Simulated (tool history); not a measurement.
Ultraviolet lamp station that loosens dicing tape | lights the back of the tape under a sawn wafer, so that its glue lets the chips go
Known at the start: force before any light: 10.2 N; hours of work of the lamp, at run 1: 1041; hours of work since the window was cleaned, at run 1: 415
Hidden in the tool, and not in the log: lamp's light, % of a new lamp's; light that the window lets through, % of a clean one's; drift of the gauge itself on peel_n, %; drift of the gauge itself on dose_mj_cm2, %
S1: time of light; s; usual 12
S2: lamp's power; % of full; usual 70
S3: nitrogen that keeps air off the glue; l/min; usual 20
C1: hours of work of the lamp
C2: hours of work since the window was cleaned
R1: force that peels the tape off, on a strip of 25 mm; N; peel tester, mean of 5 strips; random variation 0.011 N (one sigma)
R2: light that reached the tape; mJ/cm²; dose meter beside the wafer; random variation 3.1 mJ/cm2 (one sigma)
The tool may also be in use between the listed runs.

| run | hour | S1 | S2 | S3 | C1 | C2 | R1 | R2 |
|---|---|---|---|---|---|---|---|---|
| 1 | 0 | 12 | 70 | 20 | 1041 | 415 | 1.012 | 326 |
| 2 | 35.3 | 12 | 70 | 20 | 1068 | 442 | 1.056 | 328 |
| 3 | 78.4 | 12 | 70 | 11 | 1101 | 475 | 1.628 | 325 |
| 4 | 118.4 | 12 | 70 | 11 | 1132 | 506 | 1.553 | 316 |
| 5 | 166.9 | 12 | 70 | 11 | 1170 | 544 | 1.621 | 309 |
| 6 | 197.2 | 12 | 70 | 20 | 1193 | 567 | 1.133 | 310 |
| 7 | 248.2 | 12 | 70 | 20 | 1233 | 607 | 1.207 | 301 |
|  | 294.1 | window cleaned of glue's vapour |
| 8 | 297.5 | 19 | 70 | 20 | 1271 | 3 | 0.562 | 429 |
| 9 | 320.3 | 12 | 70 | 20 | 1288 | 20 | 1.555 | 269 |
| 10 | 370.9 | 12 | 70 | 20 | 1328 | 59 | 1.552 | 265 |
| 11 | 402.8 | 12 | 70 | 20 | 1352 | 84 | 1.594 | 261 |
| 12 | 454.6 | 9 | 70 | 20 | 1392 | 124 | 2.561 | 192 |
| 13 | 499.3 | 8 | 70 | 20 | 1427 | 159 | 3.14 | 164 |
|  | 512.5 | window cleaned of glue's vapour, once more |
| 14 | 543.6 | 8 | 70 | 20 | 1461 | 24 | 2.125 | 215 |
| 15 | 570.7 | 8 | 70 | 20 | 1482 | 45 | 2.136 | 212 |
| 16 | 593.1 | 12 | 70 | 20 | 1499 | 62 | 1.089 | 319 |
| 17 | 622.9 | 12 | 70 | 20 | 1522 | 86 | 1.122 | 309 |
| 18 | 661.2 | 12 | 70 | 20 | 1552 | 115 | 1.145 | 315 |
| 19 | 708.9 | 12 | 70 | 20 | 1589 | 152 | 1.153 | 309 |
| 20 | 733.6 | 12 | 70 | 20 | 1608 | 171 | 1.235 | 300 |
| 21 | 785.2 | 12 | 70 | 20 | 1648 | 211 | 1.263 | 295 |
| 22 | 837.6 | 12 | 70 | 20 | 1689 | 252 | 1.321 | 291 |
| 23 | 869.6 | 12 | 70 | 20 | 1713 | 277 | 1.324 | 288 |
| 24 | 901.9 | 12 | 70 | 15 | 1738 | 302 | 1.625 | 288 |
| 25 | 940.2 | 16 | 75 | 14 | 1768 | 331 | 0.891 | 403 |
| 26 | 967.3 | 12 | 92 | 14 | 1789 | 352 | 1.085 | 369 |
| 27 | 1013.5 | 12 | 89 | 16 | 1825 | 388 | 1.072 | 350 |
| 28 | 1063.5 | 12 | 89 | 16 | 1863 | 427 | 1.126 | 333 |
| 29 | 1114 | 12 | 92 | 16 | 1902 | 466 | 1.103 | 343 |
| 30 | 1136.2 | 12 | 92 | 16 | 1920 | 483 | 1.093 | 340 |
| 31 | 1178.3 | 12 | 79 | 32 | 1952 | 516 | 1.032 | 286 |
|  | 1214.1 | lamp changed |
| 32 | 1224.9 | 12 | 100 | 14 | 8 | 551 | 0.399 | 587 |
| 33 | 1258.5 | 15 | 87 | 6 | 34 | 577 | 0.659 | 630 |
| 34 | 1283.1 | 8 | 91 | 7 | 53 | 596 | 1.816 | 347 |
| 35 | 1305.6 | 12 | 70 | 33 | 71 | 613 | 0.512 | 393 |
| 36 | 1341.6 | 12 | 70 | 33 | 99 | 641 | 0.536 | 392 |
|  | 1346.4 | window cleaned of glue's vapour |
| 37 | 1386 | 9 | 92 | 17 | 133 | 31 | 0.593 | 445 |
| 38 | 1411.8 | 22 | 70 | 20 | 153 | 51 | 0.212 | 813 |
| 39 | 1446.5 | 22 | 82 | 22 | 180 | 77 | 0.201 | 941 |
| 40 | 1471.5 | 22 | 82 | 22 | 199 | 97 | 0.192 | 929 |
| 41 | 1497.4 | 16 | 70 | 15 | 219 | 117 | 0.376 | 580 |
| 42 | 1549.8 | 13 | 85 | 15 | 260 | 157 | 0.393 | 565 |
| 43 | 1600.1 | 13 | 85 | 15 | 299 | 196 | 0.406 | 546 |
| 44 | 1648.9 | 12 | 68 | 9 | 336 | 234 | 1.224 | 405 |

Measured less the same run without the tool's hidden state. The same run-to-run variation is in both; the gauge's scatter may not be:
| run | R1 | R2 |
|---|---|---|
| 1 | +0.526 | -136 |
| 2 | +0.568 | -140 |
| 3 | +0.844 | -144 |
| 4 | +0.826 | -150 |
| 5 | +0.888 | -155 |
| 6 | +0.669 | -160 |
| 7 | +0.721 | -164 |
| 8 | +0.345 | -309 |
| 9 | +1.049 | -195 |
| 10 | +1.064 | -203 |
| 11 | +1.111 | -207 |
| 12 | +1.656 | -159 |
| 13 | +1.952 | -142 |
| 14 | +0.977 | -93 |
| 15 | +1.001 | -95 |
| 16 | +0.597 | -146 |
| 17 | +0.625 | -147 |
| 18 | +0.656 | -153 |
| 19 | +0.682 | -160 |
| 20 | +0.73 | -161 |
| 21 | +0.772 | -167 |
| 22 | +0.825 | -174 |
| 23 | +0.84 | -178 |
| 24 | +1.02 | -182 |
| 25 | +0.583 | -268 |
| 26 | +0.723 | -250 |
| 27 | +0.733 | -249 |
| 28 | +0.775 | -251 |
| 29 | +0.773 | -270 |
| 30 | +0.778 | -272 |
| 31 | +0.735 | -238 |
| 32 | +0.084 | -82 |
| 33 | +0.173 | -95 |
| 34 | +0.409 | -55 |
| 35 | +0.141 | -67 |
| 36 | +0.155 | -72 |
| 37 | +0.044 | -16 |
| 38 | +0.005 | -37 |
| 39 | +0.002 | -53 |
| 40 | +0.003 | -60 |
| 41 | +0.048 | -43 |
| 42 | +0.063 | -53 |
| 43 | +0.076 | -60 |
| 44 | +0.264 | -52 |
